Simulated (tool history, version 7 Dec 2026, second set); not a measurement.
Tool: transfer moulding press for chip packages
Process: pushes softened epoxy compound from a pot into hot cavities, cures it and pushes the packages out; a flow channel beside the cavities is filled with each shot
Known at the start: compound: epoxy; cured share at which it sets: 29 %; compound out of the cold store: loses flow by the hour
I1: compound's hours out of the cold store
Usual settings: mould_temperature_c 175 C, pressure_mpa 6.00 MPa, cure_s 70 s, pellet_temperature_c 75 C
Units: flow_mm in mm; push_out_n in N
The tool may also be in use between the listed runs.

run 1 hour=0.0 | mould_temperature_c=175 pressure_mpa=6.00 cure_s=70 pellet_temperature_c=75 | I1=24.8 | flow_mm=796 push_out_n=289
-- hour=18.5 cavities cleaned with cleaning compound and waxed
run 2 hour=19.5 | mould_temperature_c=170 pressure_mpa=6.00 cure_s=70 pellet_temperature_c=75 | I1=11.3 | flow_mm=874 push_out_n=407
run 3 hour=40.4 | mould_temperature_c=170 pressure_mpa=6.00 cure_s=70 pellet_temperature_c=75 | I1=25.7 | flow_mm=801 push_out_n=384
run 4 hour=74.9 | mould_temperature_c=170 pressure_mpa=6.00 cure_s=52 pellet_temperature_c=75 | I1=42.2 | flow_mm=725 push_out_n=698
-- hour=93.9 cavities cleaned with cleaning compound and waxed
run 5 hour=103.7 | mould_temperature_c=170 pressure_mpa=6.00 cure_s=52 pellet_temperature_c=75 | I1=18.9 | flow_mm=831 push_out_n=759
run 6 hour=138.6 | mould_temperature_c=170 pressure_mpa=6.00 cure_s=52 pellet_temperature_c=75 | I1=20.6 | flow_mm=819 push_out_n=760
-- hour=168.8 cavities cleaned with cleaning compound and waxed
run 7 hour=178.4 | mould_temperature_c=170 pressure_mpa=6.00 cure_s=52 pellet_temperature_c=75 | I1=11.1 | flow_mm=872 push_out_n=793
run 8 hour=204.7 | mould_temperature_c=175 pressure_mpa=5.58 cure_s=70 pellet_temperature_c=75 | I1=27.1 | flow_mm=754 push_out_n=281
-- hour=245.8 cavities cleaned with cleaning compound and waxed
-- hour=248.8 plunger's sealing rings changed
run 9 hour=248.8 | mould_temperature_c=175 pressure_mpa=5.58 cure_s=70 pellet_temperature_c=72 | I1=20.7 | flow_mm=783 push_out_n=294
run 10 hour=281.5 | mould_temperature_c=175 pressure_mpa=6.56 cure_s=60 pellet_temperature_c=74 | I1=17.2 | flow_mm=869 push_out_n=410
run 11 hour=304.5 | mould_temperature_c=176 pressure_mpa=6.00 cure_s=99 pellet_temperature_c=75 | I1=14.1 | flow_mm=848 push_out_n=226
-- hour=322.9 cavities cleaned with cleaning compound and waxed
run 12 hour=335.8 | mould_temperature_c=176 pressure_mpa=6.00 cure_s=99 pellet_temperature_c=75 | I1=32.8 | flow_mm=755 push_out_n=233
run 13 hour=359.9 | mould_temperature_c=174 pressure_mpa=6.00 cure_s=51 pellet_temperature_c=67 | I1=34.7 | flow_mm=753 push_out_n=624
run 14 hour=386.6 | mould_temperature_c=174 pressure_mpa=7.43 cure_s=51 pellet_temperature_c=82 | I1=30.6 | flow_mm=857 push_out_n=597
-- hour=397.9 cavities cleaned with cleaning compound and waxed
run 15 hour=415.7 | mould_temperature_c=169 pressure_mpa=6.89 cure_s=51 pellet_temperature_c=76 | I1=21.1 | flow_mm=884 push_out_n=830

5 ways to go on from here, each from the tool as it stands after run 15. What would each give?
run A hour=437.6 | mould_temperature_c=181 pressure_mpa=6.89 cure_s=63 pellet_temperature_c=74 | I1=33.2 | flow_mm=? push_out_n=?
run B hour=437.6 | mould_temperature_c=176 pressure_mpa=6.38 cure_s=51 pellet_temperature_c=82 | I1=29.2 | flow_mm=? push_out_n=?
run C hour=437.6 | mould_temperature_c=175 pressure_mpa=6.00 cure_s=70 pellet_temperature_c=75 | I1=37.8 | flow_mm=? push_out_n=?
run D hour=437.6 | mould_temperature_c=179 pressure_mpa=4.71 cure_s=88 pellet_temperature_c=76 | I1=17.0 | flow_mm=? push_out_n=?
run E hour=437.6 | mould_temperature_c=169 pressure_mpa=4.64 cure_s=70 pellet_temperature_c=83 | I1=28.2 | flow_mm=? push_out_n=?

run=A flow_mm=795 push_out_n=260
run=B flow_mm=800 push_out_n=525
run=C flow_mm=734 push_out_n=278
run=D flow_mm=735 push_out_n=227
run=E flow_mm=695 push_out_n=406
Without the tool's hidden state the same runs would have given:
run=A flow_mm=795 push_out_n=259
run=B flow_mm=800 push_out_n=523
run=C flow_mm=735 push_out_n=276
run=D flow_mm=735 push_out_n=225
run=E flow_mm=696 push_out_n=404

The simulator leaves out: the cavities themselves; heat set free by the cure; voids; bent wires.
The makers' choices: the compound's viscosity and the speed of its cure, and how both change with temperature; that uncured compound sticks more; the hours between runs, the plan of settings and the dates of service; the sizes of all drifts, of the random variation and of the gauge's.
